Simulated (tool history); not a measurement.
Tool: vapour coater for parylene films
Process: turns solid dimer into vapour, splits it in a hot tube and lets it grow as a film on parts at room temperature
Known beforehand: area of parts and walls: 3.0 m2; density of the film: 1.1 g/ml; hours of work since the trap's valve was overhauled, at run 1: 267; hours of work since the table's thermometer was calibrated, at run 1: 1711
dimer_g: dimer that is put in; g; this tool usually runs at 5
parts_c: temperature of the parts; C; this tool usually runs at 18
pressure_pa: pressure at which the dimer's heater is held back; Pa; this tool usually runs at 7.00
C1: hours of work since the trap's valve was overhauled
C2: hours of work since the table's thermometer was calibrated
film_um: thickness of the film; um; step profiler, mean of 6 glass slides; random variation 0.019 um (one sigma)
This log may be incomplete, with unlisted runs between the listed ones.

run 1 hour=0.0 | dimer_g=5 parts_c=18 pressure_pa=7.00 | C1=267 C2=1711 | film_um=0.84
run 2 hour=55.6 | dimer_g=5 parts_c=18 pressure_pa=3.63 | C1=297 C2=1741 | film_um=0.94
run 3 hour=111.7 | dimer_g=5 parts_c=18 pressure_pa=3.63 | C1=327 C2=1771 | film_um=0.96
run 4 hour=190.2 | dimer_g=5 parts_c=18 pressure_pa=3.63 | C1=370 C2=1814 | film_um=0.93
run 5 hour=248.7 | dimer_g=5 parts_c=18 pressure_pa=3.63 | C1=401 C2=1845 | film_um=0.92
run 6 hour=304.3 | dimer_g=5 parts_c=18 pressure_pa=9.28 | C1=431 C2=1875 | film_um=0.82
run 7 hour=345.9 | dimer_g=5 parts_c=18 pressure_pa=9.28 | C1=453 C2=1897 | film_um=0.81
run 8 hour=398.9 | dimer_g=5 parts_c=18 pressure_pa=7.00 | C1=482 C2=1926 | film_um=0.87
run 9 hour=451.4 | dimer_g=5 parts_c=18 pressure_pa=7.00 | C1=510 C2=1954 | film_um=0.84
run 10 hour=489.3 | dimer_g=5 parts_c=18 pressure_pa=7.00 | C1=530 C2=1974 | film_um=0.88
run 11 hour=546.3 | dimer_g=5 parts_c=18 pressure_pa=7.00 | C1=561 C2=2005 | film_um=0.84
run 12 hour=620.3 | dimer_g=8 parts_c=20 pressure_pa=7.22 | C1=601 C2=2045 | film_um=1.34
-- hour=658.4 table's thermometer calibrated
run 13 hour=708.5 | dimer_g=5 parts_c=22 pressure_pa=2.76 | C1=648 C2=27 | film_um=0.89
run 14 hour=750.1 | dimer_g=5 parts_c=17 pressure_pa=7.00 | C1=670 C2=49 | film_um=0.88
-- hour=764.8 trap's valve overhauled
run 15 hour=797.1 | dimer_g=6 parts_c=17 pressure_pa=4.01 | C1=17 C2=72 | film_um=1.12
run 16 hour=862.9 | dimer_g=6 parts_c=17 pressure_pa=4.01 | C1=53 C2=108 | film_um=1.13
run 17 hour=937.2 | dimer_g=5 parts_c=26 pressure_pa=7.00 | C1=93 C2=148 | film_um=0.71
run 18 hour=1015.4 | dimer_g=4 parts_c=19 pressure_pa=4.40 | C1=135 C2=190 | film_um=0.72
run 19 hour=1074.2 | dimer_g=4 parts_c=19 pressure_pa=4.40 | C1=166 C2=221 | film_um=0.69
run 20 hour=1135.7 | dimer_g=3 parts_c=16 pressure_pa=7.00 | C1=199 C2=255 | film_um=0.52
run 21 hour=1215.1 | dimer_g=3 parts_c=11 pressure_pa=5.31 | C1=242 C2=297 | film_um=0.59

Branching from run 21: 4 alternative next runs. What would each branch give?
run A hour=1274.8 | dimer_g=4 parts_c=11 pressure_pa=5.31 | C1=274 C2=329 | film_um=?
run B hour=1274.8 | dimer_g=5 parts_c=23 pressure_pa=8.72 | C1=274 C2=329 | film_um=?
run C hour=1274.8 | dimer_g=2 parts_c=15 pressure_pa=5.31 | C1=274 C2=329 | film_um=?
run D hour=1274.8 | dimer_g=3 parts_c=11 pressure_pa=3.10 | C1=274 C2=329 | film_um=?

run=A film_um=0.83
run=B film_um=0.79
run=C film_um=0.36
run=D film_um=0.66
With no hidden state in the tool, these same runs would have given:
run=A film_um=0.83
run=B film_um=0.79
run=C film_um=0.36
run=D film_um=0.66

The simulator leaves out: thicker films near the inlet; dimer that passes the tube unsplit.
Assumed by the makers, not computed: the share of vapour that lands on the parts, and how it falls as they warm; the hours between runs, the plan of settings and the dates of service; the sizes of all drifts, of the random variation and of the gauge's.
